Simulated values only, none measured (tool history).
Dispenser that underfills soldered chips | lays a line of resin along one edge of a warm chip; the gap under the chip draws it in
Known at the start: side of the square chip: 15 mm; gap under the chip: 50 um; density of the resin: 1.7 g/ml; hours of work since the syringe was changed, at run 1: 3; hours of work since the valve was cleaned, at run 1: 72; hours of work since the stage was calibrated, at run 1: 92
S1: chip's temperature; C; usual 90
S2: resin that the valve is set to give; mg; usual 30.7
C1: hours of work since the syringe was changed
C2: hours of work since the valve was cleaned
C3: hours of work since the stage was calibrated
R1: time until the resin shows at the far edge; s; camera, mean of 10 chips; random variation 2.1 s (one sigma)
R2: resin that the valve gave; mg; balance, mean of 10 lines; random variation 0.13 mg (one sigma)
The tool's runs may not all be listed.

run   hour  S1    S2  C1   C2   C3     R1     R2
  1      0  90  30.7   3   72   92  282.3   28.7
  2    2.9  90  30.7   5   73   94  330.4  28.69
  3    8.7  91  30.7   8   77   97  437.3  28.44
        14  -- new syringe of resin
  4   14.4  90  36.1   0   81  101  213.6  33.53
  5   17.8  90  36.1   2   83  103  260.6  33.35
  6   22.3  90  36.1   5   86  106    328  33.09
  7   26.5  90  30.7   8   88  109  417.3  28.33
  8   32.1  90  36.9  11   92  112  564.2   33.7
      32.9  -- new syringe of resin
  9   37.8  90  30.7   3   95  116  292.5  27.86
 10   41.8  90  30.7   6   98  118  359.9  27.87
 11   44.7  90  33.4   7  100  120  417.8  30.32
      51.4  -- new syringe of resin
 12   51.6  97  35.6   0  104  124    175  32.19
 13   56.7  97  35.6   3  107  127    233  32.05
      60.1  -- dispensing valve cleaned and set on the balance
 14   63.1  94  28.7   7    2  131  344.4  28.53
 15   70.2  76  37.2  11    6  135  851.6  36.76
      71.1  -- new syringe of resin
 16   75.7  83  32.5   3   10  139  343.9  32.34
 17     81  94  32.5   6   13  142  325.2  31.97
 18     88  88  30.8  11   17  146  584.1  30.04
        90  -- new syringe of resin
 19   94.7  88  30.8   3   22  150  297.2  30.15
 20  100.6  85  30.8   7   25  154    454  29.86
 21  107.6  85  30.8  11   30  159  664.3  29.86
     108.9  -- new syringe of resin
 22  111.4  94  31.2   2   32  161  223.1  30.09

5 ways to go on from here, each from the tool as it stands after run 22. What would each give?
  A   116   89  27.8   5  35  164   ?   ?
  B   116   97  27.1   5  35  164   ?   ?
  C   116  104  30.7   5  35  164   ?   ?
  D   116  100  26.4   5  35  164   ?   ?
  E   116  103  30.7   5  35  164   ?   ?

run     R1     R2
  A  336.3  26.92
  B  274.5  26.09
  C  213.4  29.47
  D  244.9  25.52
  E  219.5  29.46
Without the tool's hidden state the same runs would have given:
run     R1     R2
  A  219.2  27.87
  B    179  27.01
  C  139.9  30.51
  D  159.5  26.42
  E  143.8   30.5
